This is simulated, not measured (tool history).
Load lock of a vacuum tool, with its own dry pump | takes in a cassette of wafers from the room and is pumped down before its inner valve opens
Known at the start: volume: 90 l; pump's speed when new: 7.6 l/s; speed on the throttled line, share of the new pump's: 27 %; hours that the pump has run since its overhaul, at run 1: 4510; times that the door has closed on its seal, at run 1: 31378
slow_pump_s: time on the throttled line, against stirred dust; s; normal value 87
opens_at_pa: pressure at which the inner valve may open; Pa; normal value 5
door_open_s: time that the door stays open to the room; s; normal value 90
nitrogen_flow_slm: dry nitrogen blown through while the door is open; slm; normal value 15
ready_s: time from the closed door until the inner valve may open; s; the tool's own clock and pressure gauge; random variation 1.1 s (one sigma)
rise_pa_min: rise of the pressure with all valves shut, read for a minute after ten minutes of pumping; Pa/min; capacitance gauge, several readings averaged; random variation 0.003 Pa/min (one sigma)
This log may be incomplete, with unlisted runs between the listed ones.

| run | hour | slow_pump_s | opens_at_pa | door_open_s | nitrogen_flow_slm | hours that the pump has run since its overhaul | times that the door has closed on its seal | incoming humidity of the room's air, % | ready_s | rise_pa_min |
|---|---|---|---|---|---|---|---|---|---|---|
| 1 | 0.0 | 87 | 5 | 90 | 15 | 4510 | 31378 | 47.1 | 184.4 | 0.329 |
| 2 | 194.2 | 87 | 5 | 90 | 11 | 4704 | 32124 | 44.8 | 186.9 | 0.327 |
| 3 | 398.9 | 87 | 5 | 90 | 7 | 4909 | 32909 | 43.9 | 187.0 | 0.345 |
| 4 | 565.1 | 87 | 5 | 90 | 7 | 5075 | 33547 | 46.1 | 186.0 | 0.353 |
| 5 | 731.1 | 87 | 4 | 90 | 15 | 5241 | 34184 | 42.4 | 191.5 | 0.359 |
| 6 | 867.3 | 87 | 4 | 90 | 15 | 5377 | 34707 | 45.3 | 192.5 | 0.375 |
| 7 | 1039.6 | 87 | 4 | 90 | 15 | 5549 | 35368 | 47.9 | 189.6 | 0.379 |
| 8 | 1233.1 | 110 | 5 | 90 | 15 | 5743 | 36110 | 43.7 | 205.2 | 0.385 |
| 9 | 1398.8 | 110 | 8 | 90 | 15 | 5909 | 36746 | 46.8 | 198.1 | 0.396 |
| 10 | 1509.2 | 110 | 8 | 90 | 15 | 6019 | 37170 | 42.8 | 198.0 | 0.399 |
| 11 | 1646.8 | 110 | 8 | 90 | 15 | 6156 | 37698 | 49.4 | 198.5 | 0.410 |
| 12 | 1769.0 | 110 | 8 | 154 | 15 | 6279 | 38167 | 41.3 | 199.1 | 0.421 |
| 13 | 1986.9 | 87 | 5 | 90 | 33 | 6497 | 39004 | 45.9 | 187.3 | 0.426 |
| 14 | 2115.6 | 87 | 5 | 90 | 33 | 6625 | 39497 | 42.7 | 188.9 | 0.437 |
| 15 | 2297.6 | 87 | 5 | 90 | 33 | 6807 | 40196 | 46.4 | 189.3 | 0.444 |
| 16 | 2442.4 | 87 | 5 | 90 | 5 | 6952 | 40751 | 41.0 | 189.8 | 0.459 |
| 17 | 2544.4 | 87 | 5 | 90 | 5 | 7054 | 41143 | 47.0 | 187.2 | 0.483 |
| 18 | 2752.0 | 87 | 5 | 90 | 5 | 7262 | 41940 | 43.7 | 193.1 | 0.492 |
| 19 | 2855.6 | 87 | 5 | 90 | 5 | 7365 | 42337 | 45.5 | 188.8 | 0.503 |
| 20 | 2987.8 | 67 | 5 | 173 | 29 | 7497 | 42845 | 41.6 | 175.6 | 0.488 |
| 21 | 3140.5 | 84 | 8 | 51 | 13 | 7650 | 43431 | 44.1 | 181.4 | 0.506 |
| 22 | 3233.3 | 86 | 8 | 51 | 13 | 7743 | 43787 | 48.7 | 182.0 | 0.515 |
| 23 | 3336.3 | 172 | 5 | 41 | 15 | 7846 | 44182 | 45.1 | 250.7 | 0.510 |
| 24 | 3525.9 | 64 | 5 | 113 | 17 | 8036 | 44910 | 45.4 | 175.3 | 0.528 |
| 25 | 3728.9 | 64 | 5 | 113 | 17 | 8239 | 45689 | 45.0 | 174.4 | 0.550 |
| 26 | 3861.7 | 64 | 5 | 113 | 17 | 8371 | 46198 | 43.9 | 174.0 | 0.557 |
| 27 | 4035.5 | 108 | 5 | 86 | 15 | 8545 | 46866 | 43.9 | 203.2 | 0.566 |
| 28 | 4156.6 | 52 | 5 | 82 | 5 | 8666 | 47330 | 46.4 | 165.5 | 0.583 |
| 29 | 4264.3 | 87 | 5 | 90 | 6 | 8774 | 47744 | 45.4 | 191.5 | 0.584 |
| 30 | 4404.0 | 87 | 5 | 86 | 16 | 8914 | 48280 | 43.7 | 190.2 | 0.591 |
| 31 | 4542.4 | 87 | 5 | 86 | 16 | 9052 | 48811 | 44.4 | 191.1 | 0.601 |
| 32 | 4654.2 | 93 | 6 | 160 | 5 | 9164 | 49240 | 48.8 | 194.6 | 0.626 |
| 33 | 4773.3 | 93 | 6 | 160 | 5 | 9283 | 49697 | 44.9 | 195.8 | 0.623 |
| 34 | 4889.1 | 48 | 5 | 160 | 5 | 9399 | 50141 | 48.9 | 165.4 | 0.637 |
| 35 | 5037.3 | 48 | 5 | 160 | 5 | 9547 | 50710 | 46.1 | 166.3 | 0.654 |
| 36 | 5132.8 | 48 | 5 | 160 | 5 | 9643 | 51077 | 45.8 | 166.4 | 0.665 |
|  | 5332.6 | door's seal changed, seat wiped |
| 37 | 5350.0 | 87 | 5 | 29 | 15 | 9858 | 66 | 50.6 | 192.2 | 0.020 |
| 38 | 5532.3 | 87 | 4 | 90 | 15 | 10041 | 766 | 44.4 | 194.5 | 0.026 |

How would selected steps in ready_s from run to run divide? Give the signed amount a tool lacking its hidden state would still show from settings, what came in and random variation, and the signed amount left for the hidden state, including any gauge scatter that is not in both of the compared results.
The tool's hidden condition here consists of: pump's speed, % of a new pump's; leak at the door's seal, Pa l/s; drift of the gauge itself on ready_s, %; drift of the gauge itself on rise_pa_min, %.
Run 22 -> 23: slow_pump_s 86 -> 172, opens_at_pa 8 -> 5, door_open_s 51 -> 41, nitrogen_flow_slm 13 -> 15. ready_s +68.7 s: hidden state -1.0, all else +69.7.
Run 23 -> 24: slow_pump_s 172 -> 64, door_open_s 41 -> 113, nitrogen_flow_slm 15 -> 17. ready_s -75.4 s: hidden state +2.5, all else -77.9.
Run 27 -> 28: slow_pump_s 108 -> 52, door_open_s 86 -> 82, nitrogen_flow_slm 15 -> 5. ready_s -37.7 s: hidden state +1.2, all else -38.9.
Run 36 -> 37: slow_pump_s 48 -> 87, door_open_s 160 -> 29, nitrogen_flow_slm 5 -> 15, door's seal changed, seat wiped. ready_s +25.8 s: hidden state -1.4, all else +27.2.
